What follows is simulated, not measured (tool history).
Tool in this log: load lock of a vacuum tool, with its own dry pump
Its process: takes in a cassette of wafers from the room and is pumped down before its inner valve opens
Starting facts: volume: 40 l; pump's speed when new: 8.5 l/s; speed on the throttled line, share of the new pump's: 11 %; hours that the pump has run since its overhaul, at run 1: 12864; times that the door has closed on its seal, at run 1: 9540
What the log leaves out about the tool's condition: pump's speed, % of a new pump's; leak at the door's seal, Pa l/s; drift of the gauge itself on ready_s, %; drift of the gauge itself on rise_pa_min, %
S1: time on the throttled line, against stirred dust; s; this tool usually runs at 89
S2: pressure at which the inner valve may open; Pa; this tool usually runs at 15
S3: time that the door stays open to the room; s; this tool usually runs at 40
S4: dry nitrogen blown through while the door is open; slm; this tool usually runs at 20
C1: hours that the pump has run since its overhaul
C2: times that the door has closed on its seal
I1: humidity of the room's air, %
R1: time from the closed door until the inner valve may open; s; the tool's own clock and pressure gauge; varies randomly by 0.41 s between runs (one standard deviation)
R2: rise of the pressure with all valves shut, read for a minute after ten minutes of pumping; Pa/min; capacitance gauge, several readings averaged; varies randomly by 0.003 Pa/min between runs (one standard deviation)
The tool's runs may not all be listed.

run	hour	S1	S2	S3	S4	C1	C2	I1	R1	R2
1	0	89	15	40	20	12864	9540	45.1	127.2	0.076
2	257	89	22	40	20	13121	9828	47.7	124.5	0.081
3	521.6	89	15	40	19	13386	10125	43	127.2	0.094
4	765.4	89	15	40	20	13630	10398	43.6	127.1	0.079
5	1059.6	89	15	40	20	13924	10728	45.9	126.4	0.09
6	1332.6	89	15	40	5	14197	11034	44.2	127.2	0.107
7	1522.2	89	14	40	4	14387	11247	44.4	128.9	0.113
8	1778.8	89	17	40	11	14643	11534	47.5	127.4	0.108
9	1997	89	15	124	20	14861	11779	46.2	128.3	0.133
10	2187.9	89	15	124	20	15052	11993	47.2	127.9	0.138
11	2328.9	68	10	63	5	15193	12151	42.5	111.7	0.135

Branching from run 11: 3 alternative next runs. What would each branch give?
A	2626.2	64	15	70	20	15491	12484	45.9	?	?
B	2626.2	63	20	92	5	15491	12484	44.7	?	?
C	2626.2	89	11	139	5	15491	12484	44.8	?	?

run	R1	R2
A	106.5	0.115
B	104.1	0.149
C	130	0.188
What these runs would have given with no unlogged condition in the tool:
run	R1	R2
A	98.6	0.049
B	96.5	0.084
C	122.4	0.121
